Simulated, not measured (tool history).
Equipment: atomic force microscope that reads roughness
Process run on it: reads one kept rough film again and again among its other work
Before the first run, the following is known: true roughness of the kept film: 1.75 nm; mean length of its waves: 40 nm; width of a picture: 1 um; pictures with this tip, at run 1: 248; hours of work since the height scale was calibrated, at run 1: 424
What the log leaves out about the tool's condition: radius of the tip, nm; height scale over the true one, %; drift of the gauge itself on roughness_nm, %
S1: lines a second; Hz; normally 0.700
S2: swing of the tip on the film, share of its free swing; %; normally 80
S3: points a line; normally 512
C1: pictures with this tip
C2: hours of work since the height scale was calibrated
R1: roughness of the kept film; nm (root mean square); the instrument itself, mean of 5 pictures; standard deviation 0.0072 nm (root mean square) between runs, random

run 1 hour=0.0 | S1=0.700 S2=80 S3=512 | C1=248 C2=424 | R1=1.556
-- hour=19.3 new tip fitted
run 2 hour=43.1 | S1=0.700 S2=80 S3=512 | C1=35 C2=456 | R1=1.590
run 3 hour=80.8 | S1=0.700 S2=80 S3=512 | C1=92 C2=483 | R1=1.584
run 4 hour=135.0 | S1=0.700 S2=80 S3=512 | C1=173 C2=524 | R1=1.572
run 5 hour=161.9 | S1=0.700 S2=80 S3=512 | C1=213 C2=544 | R1=1.568
run 6 hour=200.6 | S1=0.700 S2=80 S3=512 | C1=271 C2=572 | R1=1.552
-- hour=205.4 new tip fitted
run 7 hour=241.8 | S1=0.700 S2=80 S3=512 | C1=54 C2=602 | R1=1.589
run 8 hour=293.3 | S1=1.030 S2=80 S3=512 | C1=131 C2=640 | R1=1.517
run 9 hour=344.9 | S1=0.700 S2=55 S3=512 | C1=209 C2=679 | R1=1.631
run 10 hour=375.6 | S1=0.700 S2=55 S3=512 | C1=255 C2=701 | R1=1.644
-- hour=390.9 new tip fitted
run 11 hour=431.8 | S1=0.700 S2=55 S3=512 | C1=61 C2=743 | R1=1.661
run 12 hour=481.1 | S1=0.700 S2=80 S3=512 | C1=135 C2=779 | R1=1.569
run 13 hour=541.9 | S1=0.700 S2=80 S3=512 | C1=226 C2=824 | R1=1.557
-- hour=576.8 new tip fitted
run 14 hour=595.6 | S1=0.700 S2=80 S3=512 | C1=28 C2=863 | R1=1.584
run 15 hour=643.6 | S1=2.112 S2=80 S3=512 | C1=100 C2=899 | R1=1.392
run 16 hour=685.5 | S1=2.112 S2=80 S3=512 | C1=162 C2=930 | R1=1.379
run 17 hour=728.5 | S1=2.112 S2=80 S3=512 | C1=227 C2=962 | R1=1.373
-- hour=764.3 new tip fitted
run 18 hour=768.2 | S1=0.911 S2=67 S3=799 | C1=6 C2=991 | R1=1.631
run 19 hour=813.9 | S1=0.541 S2=85 S3=726 | C1=74 C2=1025 | R1=1.587
run 20 hour=851.2 | S1=0.541 S2=81 S3=942 | C1=130 C2=1052 | R1=1.589
run 21 hour=891.8 | S1=0.932 S2=60 S3=942 | C1=191 C2=1082 | R1=1.620
-- hour=950.3 new tip fitted
run 22 hour=954.1 | S1=1.648 S2=59 S3=272 | C1=5 C2=1128 | R1=1.604
run 23 hour=992.5 | S1=0.962 S2=85 S3=345 | C1=63 C2=1157 | R1=1.504
run 24 hour=1041.7 | S1=0.962 S2=57 S3=345 | C1=137 C2=1193 | R1=1.648
run 25 hour=1079.7 | S1=0.962 S2=57 S3=345 | C1=194 C2=1221 | R1=1.617

For run 26, what comes out?
run 26 hour=1115.3 | S1=2.515 S2=68 S3=314 | C1=247 C2=1247 | R1=?

Run 26 gave R1 1.467 nm (root mean square).
Take away the tool's hidden state, keep the run-to-run variation as it was, and the same run would have given R1 1.520 nm (root mean square).

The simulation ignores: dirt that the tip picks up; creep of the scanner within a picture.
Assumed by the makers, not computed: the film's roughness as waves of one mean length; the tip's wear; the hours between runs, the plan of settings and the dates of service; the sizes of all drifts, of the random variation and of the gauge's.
